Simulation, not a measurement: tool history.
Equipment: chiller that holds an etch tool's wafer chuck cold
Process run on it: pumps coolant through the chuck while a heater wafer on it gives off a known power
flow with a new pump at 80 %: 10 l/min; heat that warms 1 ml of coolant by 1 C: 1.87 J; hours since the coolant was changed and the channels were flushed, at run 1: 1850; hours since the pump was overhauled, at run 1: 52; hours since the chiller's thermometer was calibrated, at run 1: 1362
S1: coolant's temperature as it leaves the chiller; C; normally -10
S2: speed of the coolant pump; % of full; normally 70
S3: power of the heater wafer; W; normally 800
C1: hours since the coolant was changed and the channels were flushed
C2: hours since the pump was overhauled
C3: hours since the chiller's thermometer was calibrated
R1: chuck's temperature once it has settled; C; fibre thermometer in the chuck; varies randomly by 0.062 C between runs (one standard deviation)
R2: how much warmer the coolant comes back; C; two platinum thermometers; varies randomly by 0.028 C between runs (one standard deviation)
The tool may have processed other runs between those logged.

run 1 hour=0 | S1=-10 S2=70 S3=800 | C1=1850 C2=52 C3=1362 | R1=-2.24 R2=2.9
run 2 hour=18.7 | S1=-16 S2=70 S3=800 | C1=1868 C2=70 C3=1381 | R1=-8.18 R2=2.94
run 3 hour=45.9 | S1=-16 S2=70 S3=800 | C1=1896 C2=98 C3=1408 | R1=-8.16 R2=2.96
run 4 hour=87.8 | S1=-10 S2=70 S3=800 | C1=1937 C2=139 C3=1450 | R1=-2.07 R2=3
run 5 hour=112 | S1=-10 S2=70 S3=800 | C1=1962 C2=164 C3=1474 | R1=-2.08 R2=2.95
run 6 hour=149.8 | S1=-10 S2=70 S3=800 | C1=1999 C2=201 C3=1512 | R1=-2.11 R2=3.03
run 7 hour=167.4 | S1=-10 S2=70 S3=864 | C1=2017 C2=219 C3=1529 | R1=-1.43 R2=3.21
run 8 hour=200.7 | S1=-10 S2=70 S3=864 | C1=2050 C2=252 C3=1563 | R1=-1.48 R2=3.15
run 9 hour=240 | S1=-10 S2=92 S3=800 | C1=2090 C2=292 C3=1602 | R1=-3.85 R2=2.18
run 10 hour=281.1 | S1=-10 S2=92 S3=800 | C1=2131 C2=333 C3=1643 | R1=-3.76 R2=2.12
run 11 hour=321.9 | S1=-10 S2=92 S3=800 | C1=2171 C2=374 C3=1684 | R1=-3.87 R2=2.21
run 12 hour=338.9 | S1=-10 S2=70 S3=800 | C1=2189 C2=391 C3=1701 | R1=-2.12 R2=2.99
run 13 hour=365.1 | S1=-10 S2=70 S3=800 | C1=2215 C2=417 C3=1727 | R1=-2.03 R2=3
run 14 hour=404.8 | S1=-10 S2=70 S3=801 | C1=2254 C2=456 C3=1767 | R1=-2.01 R2=2.96
run 15 hour=434.1 | S1=-10 S2=70 S3=801 | C1=2284 C2=486 C3=1796 | R1=-2.16 R2=2.96
run 16 hour=453.5 | S1=-10 S2=70 S3=801 | C1=2303 C2=505 C3=1815 | R1=-1.93 R2=3.02
run 17 hour=488.2 | S1=-16 S2=61 S3=559 | C1=2338 C2=540 C3=1850 | R1=-9.93 R2=2.49
run 18 hour=518.8 | S1=-14 S2=62 S3=656 | C1=2368 C2=570 C3=1881 | R1=-6.77 R2=2.79
run 19 hour=547.1 | S1=-14 S2=62 S3=656 | C1=2397 C2=599 C3=1909 | R1=-6.75 R2=2.81
run 20 hour=568.4 | S1=-7 S2=70 S3=571 | C1=2418 C2=620 C3=1930 | R1=-1.41 R2=2.15
run 21 hour=586.9 | S1=-7 S2=66 S3=571 | C1=2436 C2=639 C3=1949 | R1=-1.17 R2=2.22
run 22 hour=610.4 | S1=-7 S2=66 S3=571 | C1=2460 C2=662 C3=1972 | R1=-1.11 R2=2.29
run 23 hour=650.3 | S1=-11 S2=96 S3=800 | C1=2500 C2=702 C3=2012 | R1=-4.88 R2=2.1
run 24 hour=688.9 | S1=-11 S2=96 S3=800 | C1=2539 C2=741 C3=2051 | R1=-4.93 R2=2.14
run 25 hour=714 | S1=-8 S2=96 S3=800 | C1=2564 C2=766 C3=2076 | R1=-1.87 R2=2.09
run 26 hour=750.8 | S1=-13 S2=74 S3=1059 | C1=2600 C2=802 C3=2113 | R1=-2.78 R2=3.78
run 27 hour=780.2 | S1=-13 S2=74 S3=1059 | C1=2630 C2=832 C3=2142 | R1=-2.77 R2=3.78
run 28 hour=808.9 | S1=-13 S2=74 S3=964 | C1=2659 C2=861 C3=2171 | R1=-3.73 R2=3.41
run 29 hour=837.8 | S1=-16 S2=78 S3=505 | C1=2687 C2=889 C3=2200 | R1=-11.47 R2=1.71
run 30 hour=864.5 | S1=-19 S2=61 S3=975 | C1=2714 C2=916 C3=2226 | R1=-7.97 R2=4.29
run 31 hour=891.2 | S1=-16 S2=71 S3=529 | C1=2741 C2=943 C3=2253 | R1=-10.77 R2=1.92

What would each run have given without the hidden state, its run-to-run variation left as it was?
Hidden state present: heat passed by the chuck's channels, % of clean ones'; flow at a given pump speed, % of a new pump's; coolant's true temperature over the reading, C; drift of the gauge itself on chuck_c, C; drift of the gauge itself on warmer_back_c, C.
run=1 R1=-2.33 R2=2.92
run=2 R1=-8.26 R2=2.96
run=3 R1=-8.26 R2=2.98
run=4 R1=-2.18 R2=3.02
run=5 R1=-2.2 R2=2.97
run=6 R1=-2.24 R2=3.04
run=7 R1=-1.59 R2=3.22
run=8 R1=-1.65 R2=3.16
run=9 R1=-3.93 R2=2.18
run=10 R1=-3.85 R2=2.12
run=11 R1=-3.97 R2=2.21
run=12 R1=-2.3 R2=2.99
run=13 R1=-2.21 R2=3
run=14 R1=-2.21 R2=2.95
run=15 R1=-2.36 R2=2.95
run=16 R1=-2.14 R2=3.01
run=17 R1=-10.04 R2=2.47
run=18 R1=-6.95 R2=2.78
run=19 R1=-6.93 R2=2.79
run=20 R1=-1.5 R2=2.13
run=21 R1=-1.28 R2=2.2
run=22 R1=-1.23 R2=2.27
run=23 R1=-5.02 R2=2.08
run=24 R1=-5.08 R2=2.11
run=25 R1=-2.03 R2=2.06
run=26 R1=-3.21 R2=3.73
run=27 R1=-3.21 R2=3.73
run=28 R1=-4.12 R2=3.36
run=29 R1=-11.54 R2=1.68
run=30 R1=-8.5 R2=4.22
run=31 R1=-10.88 R2=1.89
